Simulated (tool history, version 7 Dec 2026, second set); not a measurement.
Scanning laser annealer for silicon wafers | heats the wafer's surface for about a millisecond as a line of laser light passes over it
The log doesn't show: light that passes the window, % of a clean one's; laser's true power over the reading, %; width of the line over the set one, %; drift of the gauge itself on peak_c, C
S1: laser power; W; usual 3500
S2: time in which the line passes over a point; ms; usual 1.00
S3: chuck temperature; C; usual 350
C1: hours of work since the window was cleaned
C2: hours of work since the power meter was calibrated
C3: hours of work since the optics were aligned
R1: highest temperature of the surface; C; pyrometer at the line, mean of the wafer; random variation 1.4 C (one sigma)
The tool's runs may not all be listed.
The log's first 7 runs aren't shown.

run	hour	S1	S2	S3	C1	C2	C3	R1
8	126.2	3105	1.00	350	310	452	379	987
9	150.4	3500	1.00	350	320	462	389	1080
10	168.6	3500	1.00	350	327	470	397	1080
11	190.4	3500	1.00	350	336	479	406	1081
12	202.2	3813	1.00	350	341	484	410	1156
13	227.9	3500	1.00	350	352	494	421	1078
14	241.0	3500	1.00	350	357	500	427	1080
15	266.5	3500	1.00	350	368	510	437	1078
# hour 283.1: window over the wafer cleaned
16	289.0	3435	1.00	350	2	519	446	1063
17	308.9	3500	1.00	350	11	527	454	1081
18	322.6	3500	1.00	350	16	533	460	1079
19	333.8	3500	1.00	350	21	538	464	1081
20	354.8	3500	0.98	350	30	546	473	1073
21	370.1	3500	0.98	350	36	553	479	1073
22	382.8	3708	1.15	371	41	558	484	1221
23	408.7	3500	1.03	320	52	569	495	1065
24	432.9	3500	1.19	331	62	579	505	1139
25	447.3	3748	1.12	314	68	585	511	1157
26	464.1	3748	1.12	314	75	592	518	1157
27	479.2	3500	1.00	352	81	598	524	1084
28	498.3	3534	1.10	350	89	606	532	1129
29	522.2	3311	1.10	318	99	616	542	1043

Run 30 comes next. What will it give?
30	535.7	3500	0.86	378	105	621	548	?

{"run 30": {"R1": 1045}}
Without the tool's hidden state the same run would have given R1 1045 C.

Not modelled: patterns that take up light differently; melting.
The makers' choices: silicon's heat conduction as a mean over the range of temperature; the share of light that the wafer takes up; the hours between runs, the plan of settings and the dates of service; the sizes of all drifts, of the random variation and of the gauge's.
